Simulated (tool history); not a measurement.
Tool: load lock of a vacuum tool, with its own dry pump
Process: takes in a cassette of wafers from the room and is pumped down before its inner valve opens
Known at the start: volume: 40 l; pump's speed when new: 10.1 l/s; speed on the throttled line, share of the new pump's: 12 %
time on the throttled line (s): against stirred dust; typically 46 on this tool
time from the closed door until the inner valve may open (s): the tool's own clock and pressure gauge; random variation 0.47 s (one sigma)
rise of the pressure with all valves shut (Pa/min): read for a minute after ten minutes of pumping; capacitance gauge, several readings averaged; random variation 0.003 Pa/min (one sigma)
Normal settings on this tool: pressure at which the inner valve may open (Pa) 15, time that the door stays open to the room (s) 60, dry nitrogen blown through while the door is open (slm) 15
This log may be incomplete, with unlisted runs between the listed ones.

| run | hour | time on the throttled line (s) | pressure at which the inner valve may open (Pa) | time that the door stays open to the room (s) | dry nitrogen blown through while the door is open (slm) | incoming humidity of the room's air, % | time from the closed door until the inner valve may open (s) | rise of the pressure with all valves shut (Pa/min) |
|---|---|---|---|---|---|---|---|---|
| 1 | 0 | 46 | 15 | 60 | 15 | 45.1 | 77 | 0.391 |
| 2 | 140.8 | 46 | 15 | 60 | 15 | 49.6 | 77.3 | 0.406 |
| 3 | 463.2 | 46 | 15 | 60 | 15 | 44.1 | 76.4 | 0.422 |
| 4 | 763.1 | 46 | 15 | 60 | 15 | 48.4 | 77.3 | 0.44 |
| 5 | 938.9 | 46 | 25 | 60 | 15 | 45.1 | 74.5 | 0.447 |
| 6 | 1207.6 | 46 | 25 | 60 | 15 | 45.9 | 75.1 | 0.471 |
| 7 | 1515 | 49 | 25 | 60 | 15 | 43.5 | 77.2 | 0.484 |
| 8 | 1686.6 | 49 | 25 | 60 | 15 | 44.3 | 77.9 | 0.507 |
| 9 | 1882.3 | 46 | 15 | 63 | 15 | 42.7 | 78 | 0.511 |
| 10 | 2127.9 | 46 | 15 | 60 | 15 | 48.6 | 77.7 | 0.527 |
| 11 | 2311.4 | 26 | 15 | 60 | 15 | 45.4 | 59.7 | 0.55 |
| 12 | 2548 | 26 | 15 | 60 | 15 | 46 | 60.2 | 0.566 |
| 13 | 2777 | 26 | 15 | 60 | 15 | 42.2 | 60.4 | 0.576 |
| 14 | 3025 | 27 | 15 | 60 | 34 | 44 | 61.2 | 0.598 |

Run 15, settings as shown, results not yet in. Your forecast:
| 15 | 3293.5 | 46 | 26 | 63 | 15 | 44.2 | ? | ? |

For run 15 the tool returned time from the closed door until the inner valve may open (s) 75.6, rise of the pressure with all valves shut (Pa/min) 0.617.
Minus the tool's unlogged condition, the same run would have read time from the closed door until the inner valve may open (s) 73.7, rise of the pressure with all valves shut (Pa/min) 0.039.
